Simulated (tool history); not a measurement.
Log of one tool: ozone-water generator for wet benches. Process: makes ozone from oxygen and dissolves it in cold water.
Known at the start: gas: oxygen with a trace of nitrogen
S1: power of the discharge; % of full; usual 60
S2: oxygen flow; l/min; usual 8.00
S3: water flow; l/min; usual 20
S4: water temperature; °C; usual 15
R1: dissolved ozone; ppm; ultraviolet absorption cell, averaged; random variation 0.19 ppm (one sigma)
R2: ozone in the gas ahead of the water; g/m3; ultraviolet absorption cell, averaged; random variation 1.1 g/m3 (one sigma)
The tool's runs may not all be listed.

Run 1, hour 0.0: usual settings. Result: R1 26.1 ppm, R2 194.9 g/m3.
Run 2, hour 15.1: usual settings. Result: R1 26.3 ppm, R2 196.4 g/m3.
Run 3, hour 35.0: usual settings but S4 11 °C. Result: R1 27.7 ppm, R2 194.4 g/m3.
Run 4, hour 58.9: usual settings but S1 52 % of full, S4 11 °C. Result: R1 24.5 ppm, R2 173.4 g/m3.
Run 5, hour 83.3: usual settings but S1 52 % of full, S4 11 °C. Result: R1 24.3 ppm, R2 173.2 g/m3.
Run 6, hour 111.4: usual settings but S1 41 % of full, S4 11 °C. Result: R1 20.0 ppm, R2 139.2 g/m3.
Run 7, hour 130.6: usual settings but S1 54 % of full, S2 8.62 l/min, S3 16 l/min, S4 9 °C. Result: R1 30.8 ppm, R2 169.5 g/m3.
Run 8, hour 160.8: usual settings but S1 54 % of full, S2 8.62 l/min, S3 16 l/min, S4 9 °C. Result: R1 30.4 ppm, R2 170.2 g/m3.
Run 9, hour 180.0: usual settings but S1 42 % of full, S2 8.62 l/min, S3 16 l/min, S4 8 °C. Result: R1 25.1 ppm, R2 135.6 g/m3.
Run 10, hour 208.6: usual settings but S1 62 % of full, S2 8.08 l/min, S3 24 l/min, S4 12 °C. Result: R1 24.3 ppm, R2 197.8 g/m3.

3 ways to go on from here, each from the tool as it stands after run 10. What would each give?
Run A, hour 235.2: usual settings but S1 77 % of full. Result: R1 ?, R2 ?.
Run B, hour 235.2: usual settings but S1 63 % of full, S2 11.28 l/min, S4 7 °C. Result: R1 ?, R2 ?.
Run C, hour 235.2: usual settings but S1 62 % of full, S2 7.20 l/min, S3 24 l/min, S4 12 °C. Result: R1 ?, R2 ?.

run    R1     R2
  A  32.2  242.0
  B  29.4  164.4
  C  24.6  212.9
Without the tool's hidden state the same runs would have given:
run    R1     R2
  A  32.2  244.5
  B  29.4  166.1
  C  24.7  215.1
